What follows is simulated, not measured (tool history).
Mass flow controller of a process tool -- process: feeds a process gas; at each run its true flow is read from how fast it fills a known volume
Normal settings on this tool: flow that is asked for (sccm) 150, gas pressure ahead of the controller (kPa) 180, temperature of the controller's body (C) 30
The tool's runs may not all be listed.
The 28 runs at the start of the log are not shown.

| run | hour | flow that is asked for (sccm) | gas pressure ahead of the controller (kPa) | temperature of the controller's body (C) | hours of work since the controller was set to zero | hours of work since the controller was changed | true flow (%) |
|---|---|---|---|---|---|---|---|
| 29 | 3278.0 | 179 | 170 | 22 | 891 | 6203 | 98.81 |
| 30 | 3401.4 | 116 | 153 | 36 | 975 | 6286 | 99.41 |
| 31 | 3572.1 | 67 | 153 | 31 | 1090 | 6401 | 98.44 |
| 32 | 3672.0 | 250 | 155 | 36 | 1157 | 6468 | 100.05 |
| 33 | 3816.8 | 150 | 171 | 30 | 1255 | 6566 | 99.18 |
| 34 | 3986.5 | 302 | 235 | 30 | 1369 | 6681 | 100.44 |
| 35 | 4096.3 | 436 | 186 | 30 | 1443 | 6755 | 100.48 |
| 36 | 4183.4 | 150 | 187 | 33 | 1502 | 6814 | 99.47 |
| 37 | 4320.1 | 150 | 187 | 33 | 1594 | 6906 | 99.43 |
| 38 | 4396.1 | 150 | 187 | 33 | 1646 | 6957 | 99.56 |
| 39 | 4491.4 | 150 | 228 | 27 | 1710 | 7021 | 99.25 |

5 options for the next run, each taken on its own from the tool as it stands now. Forecast them:
| A | 4575.3 | 305 | 225 | 24 | 1767 | 7078 | ? |
| B | 4575.3 | 150 | 224 | 27 | 1767 | 7078 | ? |
| C | 4575.3 | 119 | 275 | 22 | 1767 | 7078 | ? |
| D | 4575.3 | 59 | 180 | 30 | 1767 | 7078 | ? |
| E | 4575.3 | 240 | 180 | 30 | 1767 | 7078 | ? |

| run | true flow (%) |
|---|---|
| A | 99.75 |
| B | 99.31 |
| C | 99.01 |
| D | 97.63 |
| E | 99.78 |
What these runs would have given with no unlogged condition in the tool:
| run | true flow (%) |
|---|---|
| A | 99.48 |
| B | 99.47 |
| C | 99.38 |
| D | 99.06 |
| E | 99.63 |
